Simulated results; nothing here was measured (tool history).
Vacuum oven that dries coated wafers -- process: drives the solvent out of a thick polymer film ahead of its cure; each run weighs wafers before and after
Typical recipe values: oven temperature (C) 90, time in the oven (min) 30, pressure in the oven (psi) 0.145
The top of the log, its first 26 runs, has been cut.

| run | hour | oven temperature (C) | time in the oven (min) | pressure in the oven (psi) | solvent left in the film (%) |
|---|---|---|---|---|---|
| 27 | 1119.7 | 90 | 22 | 0.094 | 2.46 |
| 28 | 1181.6 | 82 | 22 | 0.46 | 6.72 |
|  | 1186.3 | vacuum gauge cleaned of residue and calibrated |
| 29 | 1218.5 | 93 | 28 | 0.441 | 2.06 |
| 30 | 1260.8 | 93 | 36 | 0.421 | 1.6 |
| 31 | 1323.2 | 93 | 36 | 0.421 | 1.62 |
| 32 | 1371.4 | 93 | 36 | 0.421 | 1.66 |
| 33 | 1397.9 | 98 | 22 | 0.386 | 1.61 |
| 34 | 1428.3 | 103 | 32 | 0.091 | 0.21 |
| 35 | 1454.4 | 90 | 38 | 0.313 | 1.52 |
| 36 | 1506 | 84 | 15 | 0.315 | 7.63 |
| 37 | 1550 | 84 | 15 | 0.315 | 7.72 |
| 38 | 1605.1 | 95 | 15 | 0.213 | 3.04 |
| 39 | 1649.9 | 101 | 47 | 0.541 | 1.34 |
| 40 | 1677.3 | 90 | 17 | 0.128 | 3.85 |
| 41 | 1717.4 | 81 | 50 | 0.226 | 2.21 |

Alternative continuations, all from the tool just after run 41; predict every row:
| A | 1754.4 | 85 | 36 | 0.074 | ? |
| B | 1754.4 | 81 | 50 | 0.251 | ? |
| C | 1754.4 | 103 | 48 | 0.142 | ? |
| D | 1754.4 | 90 | 38 | 0.083 | ? |
| E | 1754.4 | 90 | 31 | 0.102 | ? |

| run | solvent left in the film (%) |
|---|---|
| A | 1.61 |
| B | 2.33 |
| C | 0.34 |
| D | 0.75 |
| E | 1.21 |
Without the tool's hidden state the same runs would have given:
| run | solvent left in the film (%) |
|---|---|
| A | 1.61 |
| B | 2.33 |
| C | 0.34 |
| D | 0.75 |
| E | 1.22 |
